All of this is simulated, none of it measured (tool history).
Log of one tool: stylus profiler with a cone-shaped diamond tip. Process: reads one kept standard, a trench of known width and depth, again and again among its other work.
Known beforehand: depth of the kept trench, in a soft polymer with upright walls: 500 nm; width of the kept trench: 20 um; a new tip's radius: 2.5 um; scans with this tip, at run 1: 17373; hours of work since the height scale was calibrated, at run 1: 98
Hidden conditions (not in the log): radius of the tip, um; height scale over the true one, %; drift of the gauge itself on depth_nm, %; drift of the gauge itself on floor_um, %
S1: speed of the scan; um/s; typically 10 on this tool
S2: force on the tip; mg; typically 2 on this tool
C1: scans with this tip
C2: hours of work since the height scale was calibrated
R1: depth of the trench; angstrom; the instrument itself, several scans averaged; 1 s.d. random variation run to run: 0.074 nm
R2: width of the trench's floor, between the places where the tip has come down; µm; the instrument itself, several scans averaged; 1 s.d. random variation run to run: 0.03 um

run	hour	S1	S2	C1	C2	R1	R2
1	0	10	2	17373	98	5033.4	15.9
2	75.3	10	2	17885	137	5033.2	15.79
3	178.3	10	2	18585	190	5033.6	15.85
4	271	10	2	19215	238	5032.4	15.76
5	335.3	10	2	19652	271	5029.3	15.75
6	389.3	10	2	20019	299	5030.5	15.7
7	439.9	10	2	20363	325	5031.6	15.68
8	489.7	10	3.01	20702	351	5041.5	15.71
9	544.2	10	3.01	21072	379	5041.5	15.69
10	612	10	3.01	21533	414	5041.7	15.62
11	696.9	10	3.01	22110	458	5040.1	15.59
12	772.3	10	3.01	22623	497	5040.3	15.59
13	872.5	10	3.01	23304	548	5039.2	15.53
14	981.2	10	2	24042	604	5026.7	15.47
15	1087.5	10	0.97	24765	659	5012.7	15.4
16	1137.5	3	4.74	25105	685	5054.6	15.43
# hour 1145: height scale calibrated on a step standard
17	1211.1	10	4.96	25601	34	5052.6	15.4
18	1297.4	35	3.4	26188	79	5036.2	15.35
19	1365.9	14	2.01	26653	114	5018.7	15.34
# hour 1424.6: height scale calibrated on a step standard, once more
20	1437.1	14	2.01	27134	6	5035.2	15.31
21	1548.8	14	2.01	27893	64	5035.2	15.26
22	1647.4	7	0.8	28564	115	5015.7	15.24
23	1703.2	7	0.8	28943	144	5014.9	15.24
24	1782.9	7	2.97	29485	185	5044.6	15.3
25	1859.6	5	4.19	30006	224	5055.7	15.23
26	1926.2	9	0.86	30459	259	5015.1	15.16
27	2015	7	0.84	31062	305	5015.3	15.11
28	2119.9	7	0.84	31775	359	5012.4	15.14
29	2168	8	1.79	32102	384	5028.2	15.13

What if the next run were any one of these 3? Each begins from the tool's condition after run 29:
A	2242.3	10	0.78	32607	422	?	?
B	2242.3	5	3.58	32607	422	?	?
C	2242.3	5	5.09	32607	422	?	?

run	R1	R2
A	5011.6	15.07
B	5046.6	15.08
C	5062.1	15.1
Take away the tool's hidden state, keep each run's random variation, and the runs would have read:
run	R1	R2
A	5019.4	16.93
B	5054.5	16.95
C	5070	16.97
